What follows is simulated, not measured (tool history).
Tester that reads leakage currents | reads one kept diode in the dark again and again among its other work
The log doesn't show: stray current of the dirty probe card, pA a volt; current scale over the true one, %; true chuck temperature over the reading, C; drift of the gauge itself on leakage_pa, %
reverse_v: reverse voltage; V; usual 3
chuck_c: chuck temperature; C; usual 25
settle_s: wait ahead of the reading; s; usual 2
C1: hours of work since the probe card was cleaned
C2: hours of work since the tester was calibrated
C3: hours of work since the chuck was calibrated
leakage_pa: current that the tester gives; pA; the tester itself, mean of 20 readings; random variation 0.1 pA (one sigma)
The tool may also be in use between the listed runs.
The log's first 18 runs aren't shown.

Run 19, day 31.546: usual settings; C1 1221; C2 1658; C3 41. Result: leakage_pa 33.81 pA.
Run 20, day 33.55: usual settings; C1 1256; C2 1693; C3 76. Result: leakage_pa 33.8 pA.
Run 21, day 35.317: usual settings but reverse_v 2.29 V, chuck_c 57 C; C1 1287; C2 1724; C3 107. Result: leakage_pa 344.48 pA.
Run 22, day 37.762: usual settings but reverse_v 1.54 V, chuck_c 27 C, settle_s 1.21 s; C1 1329; C2 1767; C3 149. Result: leakage_pa 27.55 pA.
Run 23, day 39.308: usual settings but reverse_v 1.54 V, chuck_c 27 C, settle_s 1.21 s; C1 1356; C2 1794; C3 176. Result: leakage_pa 27.69 pA.
Run 24, day 40.567: usual settings but reverse_v 1.54 V, chuck_c 27 C, settle_s 1.21 s; C1 1378; C2 1816; C3 198. Result: leakage_pa 27.51 pA.
Run 25, day 42.933: usual settings but reverse_v 1.17 V, chuck_c 27 C, settle_s 4.51 s; C1 1419; C2 1857; C3 240. Result: leakage_pa 23.64 pA.
Run 26, day 45.171: usual settings but reverse_v 1.17 V, chuck_c 27 C, settle_s 4.51 s; C1 1458; C2 1896; C3 279. Result: leakage_pa 23.51 pA.
Run 27, day 47.354: usual settings but reverse_v 2.63 V, chuck_c 44 C, settle_s 5.85 s; C1 1496; C2 1934; C3 317. Result: leakage_pa 138.6 pA.
Run 28, day 49.938: usual settings but reverse_v 2.63 V, chuck_c 44 C, settle_s 5.85 s; C1 1541; C2 1979; C3 362. Result: leakage_pa 138.4 pA.
Run 29, day 51.425: usual settings but chuck_c 38 C, settle_s 1.6 s; C1 1567; C2 2005; C3 388. Result: leakage_pa 93.51 pA.
Run 30, day 53.25: usual settings but reverse_v 1.95 V, chuck_c 26 C, settle_s 1.6 s; C1 1599; C2 2037; C3 420. Result: leakage_pa 28.95 pA.
Run 31, day 55.767: usual settings but reverse_v 4.86 V, chuck_c 50 C, settle_s 5.09 s; C1 1643; C2 2081; C3 463. Result: leakage_pa 296.69 pA.
Run 32, day 56.921: usual settings but reverse_v 1.33 V, chuck_c 50 C, settle_s 5.09 s; C1 1663; C2 2101; C3 484. Result: leakage_pa 153.68 pA.
Run 33, day 59.008: usual settings but reverse_v 1.33 V, chuck_c 50 C, settle_s 5.09 s; C1 1700; C2 2137; C3 520. Result: leakage_pa 153.22 pA.
Run 34, day 60.583: usual settings but reverse_v 1.33 V, chuck_c 50 C, settle_s 5.09 s; C1 1727; C2 2165; C3 547. Result: leakage_pa 153.13 pA.
Run 35, day 62.742: usual settings but reverse_v 14.55 V, settle_s 0.54 s; C1 1765; C2 2202; C3 585. Result: leakage_pa 97.23 pA.
Run 36, day 64.967: usual settings but reverse_v 14.55 V, settle_s 0.54 s; C1 1804; C2 2241; C3 624. Result: leakage_pa 97.61 pA.
Run 37, day 67.258: usual settings but reverse_v 5.58 V, chuck_c 22 C, settle_s 2.02 s; C1 1844; C2 2281; C3 664. Result: leakage_pa 40.62 pA.

Run 38 comes next. What will it give?
Run 38, day 69.221: usual settings but reverse_v 6.99 V, settle_s 8.45 s; C1 1878; C2 2315; C3 698. Result: leakage_pa ?.

Run 38 gave leakage_pa 56.61 pA.
Without the tool's hidden state the same run would have given leakage_pa 44.59 pA.

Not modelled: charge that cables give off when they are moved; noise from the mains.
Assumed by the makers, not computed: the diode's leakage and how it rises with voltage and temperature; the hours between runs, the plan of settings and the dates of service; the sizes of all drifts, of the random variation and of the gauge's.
